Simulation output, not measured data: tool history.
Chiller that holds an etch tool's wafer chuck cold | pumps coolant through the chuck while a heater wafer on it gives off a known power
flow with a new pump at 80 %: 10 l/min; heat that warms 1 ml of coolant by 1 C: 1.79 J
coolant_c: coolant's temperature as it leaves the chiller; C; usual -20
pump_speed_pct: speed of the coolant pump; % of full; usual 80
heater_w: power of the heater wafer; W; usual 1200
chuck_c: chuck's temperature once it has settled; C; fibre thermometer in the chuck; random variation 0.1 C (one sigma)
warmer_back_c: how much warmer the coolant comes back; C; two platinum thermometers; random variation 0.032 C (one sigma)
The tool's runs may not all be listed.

run,day,coolant_c,pump_speed_pct,heater_w,chuck_c,warmer_back_c
1,0,-20,80,1200,-11.9,4.13
2,2.396,-20,80,1200,-12.1,4.14
3,4.3,-20,80,1200,-11.9,4.05
4,8.283,-20,80,1200,-11.8,4.13
5,11.588,-20,80,1200,-11.9,4.08
6,13.746,-20,80,1200,-11.9,4.14
7,17.496,-20,80,1200,-12,4.1
8,20.804,-20,80,1200,-11.9,4.11
9,24.296,-20,80,1200,-12.1,4.16
10,26.85,-20,80,1200,-12,4.07
11,29.388,-20,80,1200,-12,4.16
12,32.804,-20,80,1200,-12,4.12
13,36.238,-27,80,1576,-16.2,5.51
14,39.479,-22,67,1322,-12.1,5.42
15,41.417,-22,67,1322,-12,5.42
16,45.029,-22,67,1651,-9.4,6.76
17,47.558,-30,80,1473,-20,5.1
# day 48.038: coolant pump overhauled
18,50.125,-30,65,941,-22.7,4.13
19,52.125,-23,65,1185,-13.8,5.2
20,55.692,-23,65,1185,-13.7,5.14
21,57.321,-28,65,620,-23.4,2.72
# day 59.862: coolant pump overhauled, once more
22,61.367,-20,69,1200,-11.3,4.68
# day 63.108: chiller's thermometer calibrated
23,63.262,-20,69,1200,-10.7,4.58
24,65.321,-20,69,1200,-10.5,4.72

Forecast each of these 5 alternatives for the next run:
A,68.946,-20,89,1167,?,?
B,68.946,-23,80,1200,?,?
C,68.946,-14,93,1010,?,?
D,68.946,-20,69,989,?,?
E,68.946,-16,79,665,?,?

run,chuck_c,warmer_back_c
A,-12.1,3.53
B,-14.4,4.05
C,-7.2,3
D,-12.3,3.84
E,-11.2,2.23
Without the tool's hidden state the same runs would have given:
run,chuck_c,warmer_back_c
A,-12.4,3.51
B,-14.6,4.03
C,-7.4,2.99
D,-12.6,3.82
E,-11.4,2.22
